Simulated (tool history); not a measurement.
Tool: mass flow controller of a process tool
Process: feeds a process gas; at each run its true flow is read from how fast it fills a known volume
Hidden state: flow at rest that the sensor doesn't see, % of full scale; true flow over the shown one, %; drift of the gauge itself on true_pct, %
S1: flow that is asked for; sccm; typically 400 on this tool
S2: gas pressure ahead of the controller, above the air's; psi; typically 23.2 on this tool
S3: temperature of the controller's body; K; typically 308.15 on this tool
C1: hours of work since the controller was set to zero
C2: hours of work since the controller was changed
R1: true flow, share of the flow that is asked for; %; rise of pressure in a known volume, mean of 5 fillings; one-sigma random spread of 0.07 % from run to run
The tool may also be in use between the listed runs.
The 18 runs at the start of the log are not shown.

run,hour,S1,S2,S3,C1,C2,R1
19,2464.7,932,24.9,294.15,5190,5190,102.2
20,2590.4,932,24.9,294.15,5279,5279,102.31
21,2705,400,23.2,312.15,5361,5361,101.46
22,2836.8,213,28.7,294.15,5454,5454,105.49
23,2950.4,541,30.9,300.15,5535,5535,102.34
24,3099.2,594,23.2,302.15,5640,5640,101.86
25,3281.4,594,23.2,296.15,5769,5769,102.59
26,3455.6,594,23.2,296.15,5893,5893,102.63
27,3564.2,861,25.7,299.15,5970,5970,102.21
28,3664.4,861,25.7,299.15,6041,6041,102.15
29,3785.5,111,26.4,304.15,6127,6127,109.85
30,3916.2,400,27.1,308.15,6219,6219,102.63
31,4043.8,400,27.1,308.15,6310,6310,102.58
32,4219.4,202,33.1,304.15,6434,6434,105.91

Branching from run 32: 3 alternative next runs. What would each branch give?
A,4402.5,826,35.1,304.15,6564,6564,?
B,4402.5,973,22.3,297.15,6564,6564,?
C,4402.5,202,33.1,296.15,6564,6564,?

run,R1
A,102.27
B,102.37
C,106.86
Stripped of hidden state, with their random variation kept, the same runs would have yielded:
run,R1
A,99.49
B,99.8
C,99.57
